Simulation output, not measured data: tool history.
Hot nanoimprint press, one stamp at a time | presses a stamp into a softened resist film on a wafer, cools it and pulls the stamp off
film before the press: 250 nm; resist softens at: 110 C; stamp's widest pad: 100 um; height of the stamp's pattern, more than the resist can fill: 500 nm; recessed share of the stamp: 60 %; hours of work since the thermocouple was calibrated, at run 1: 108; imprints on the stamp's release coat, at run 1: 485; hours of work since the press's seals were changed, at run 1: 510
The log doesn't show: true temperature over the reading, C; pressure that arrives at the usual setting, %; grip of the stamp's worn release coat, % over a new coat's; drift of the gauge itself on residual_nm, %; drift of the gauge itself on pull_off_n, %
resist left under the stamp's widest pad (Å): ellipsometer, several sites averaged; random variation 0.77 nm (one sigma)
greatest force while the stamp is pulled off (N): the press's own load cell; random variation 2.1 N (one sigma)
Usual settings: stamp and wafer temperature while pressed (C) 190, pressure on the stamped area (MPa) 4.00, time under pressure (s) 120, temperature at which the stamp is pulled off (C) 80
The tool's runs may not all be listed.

run	hour	stamp and wafer temperature while pressed (C)	pressure on the stamped area (MPa)	time under pressure (s)	temperature at which the stamp is pulled off (C)	hours of work since the thermocouple was calibrated	imprints on the stamp's release coat	hours of work since the press's seals were changed	resist left under the stamp's widest pad (Å)	greatest force while the stamp is pulled off (N)
1	0.0	190	4.00	120	80	108	485	510	1045	174
2	56.6	190	4.00	120	80	134	658	536	1051	177
3	100.3	190	4.00	120	80	153	791	556	1048	182
4	140.1	190	4.00	120	80	172	912	574	1050	177
5	198.0	190	4.00	120	80	198	1089	600	1032	180
6	233.3	190	4.00	120	80	214	1197	616	1042	179
7	303.4	190	4.00	120	80	246	1410	648	1021	186
# hour 341.9: stamp cleaned and given a new release coat
8	354.5	190	4.00	120	80	266	39	669	1026	164
9	431.3	190	4.00	120	80	301	273	703	1022	168
# hour 452.5: plate thermocouple calibrated
10	482.7	190	4.62	120	77	14	421	726	1007	193
11	526.2	190	4.00	120	79	34	554	745	1076	182

3 ways to go on from here, each from the tool as it stands after run 11. What would each give?
A	601.3	190	4.00	180	80	68	783	779	?	?
B	601.3	200	4.00	93	85	68	783	779	?	?
C	601.3	194	4.00	108	80	68	783	779	?	?

run	resist left under the stamp's widest pad (Å)	greatest force while the stamp is pulled off (N)
A	913	179
B	746	154
C	930	180
Without the tool's hidden state the same runs would have given:
run	resist left under the stamp's widest pad (Å)	greatest force while the stamp is pulled off (N)
A	912	173
B	742	149
C	928	173
